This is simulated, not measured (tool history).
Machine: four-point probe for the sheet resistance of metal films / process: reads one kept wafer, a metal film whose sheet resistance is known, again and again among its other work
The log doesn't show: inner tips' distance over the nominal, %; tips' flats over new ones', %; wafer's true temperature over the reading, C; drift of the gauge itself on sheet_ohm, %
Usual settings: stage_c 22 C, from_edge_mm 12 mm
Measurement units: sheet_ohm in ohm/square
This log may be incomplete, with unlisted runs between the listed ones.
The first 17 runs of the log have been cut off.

| run | hour | stage_c | from_edge_mm | touches since the probe head was changed | hours of work since the stage's thermometer was calibrated | sheet_ohm |
|---|---|---|---|---|---|---|
| 18 | 1281.7 | 35 | 12 | 120609 | 2431 | 0.275586 |
| 19 | 1379.6 | 35 | 12 | 123830 | 2494 | 0.275531 |
| 20 | 1468.9 | 35 | 12 | 126769 | 2551 | 0.275598 |
| 21 | 1514.8 | 29 | 12 | 128279 | 2580 | 0.273794 |
| 22 | 1574.9 | 33 | 4 | 130260 | 2618 | 0.287388 |
| 23 | 1675.2 | 24 | 34 | 133561 | 2682 | 0.270806 |
| 24 | 1772.7 | 23 | 5 | 136771 | 2744 | 0.27932 |
| 25 | 1846.9 | 30 | 5 | 139213 | 2792 | 0.281663 |
| 26 | 1920.1 | 30 | 5 | 141623 | 2838 | 0.281749 |
| 27 | 1969.2 | 30 | 5 | 143238 | 2870 | 0.281705 |
| 28 | 2045.9 | 30 | 5 | 145763 | 2919 | 0.281843 |
|  | 2050.9 | stage's thermometer calibrated |
| 29 | 2133.2 | 20 | 5 | 148618 | 52 | 0.27928 |
| 30 | 2221.9 | 20 | 5 | 151541 | 109 | 0.279488 |
| 31 | 2310.3 | 33 | 5 | 154448 | 165 | 0.283728 |
|  | 2345.1 | new probe head fitted |
| 32 | 2394.5 | 25 | 22 | 1623 | 218 | 0.267865 |
| 33 | 2501.3 | 35 | 29 | 5139 | 287 | 0.27086 |
| 34 | 2564.7 | 35 | 29 | 7226 | 327 | 0.270955 |
| 35 | 2618.3 | 28 | 6 | 8990 | 361 | 0.274761 |
| 36 | 2680.7 | 30 | 41 | 11045 | 401 | 0.269274 |
| 37 | 2789.1 | 31 | 23 | 14612 | 470 | 0.26994 |
| 38 | 2854.7 | 31 | 51 | 16773 | 512 | 0.269583 |
| 39 | 2910.4 | 28 | 4 | 18605 | 547 | 0.282384 |
| 40 | 3007.3 | 25 | 36 | 21795 | 609 | 0.267889 |
| 41 | 3094.4 | 28 | 33 | 24662 | 665 | 0.268883 |

5 ways to go on from here, each from the tool as it stands after run 41. What would each give?
| A | 3193.1 | 21 | 7 | 27911 | 728 | ? |
| B | 3193.1 | 32 | 15 | 27911 | 728 | ? |
| C | 3193.1 | 19 | 17 | 27911 | 728 | ? |
| D | 3193.1 | 30 | 12 | 27911 | 728 | ? |
| E | 3193.1 | 19 | 75 | 27911 | 728 | ? |

| run | sheet_ohm |
|---|---|
| A | 0.271095 |
| B | 0.270966 |
| C | 0.266545 |
| D | 0.270968 |
| E | 0.265828 |
Stripped of hidden state, with their random variation kept, the same runs would have yielded:
| run | sheet_ohm |
|---|---|
| A | 0.272006 |
| B | 0.27187 |
| C | 0.267443 |
| D | 0.271873 |
| E | 0.266724 |
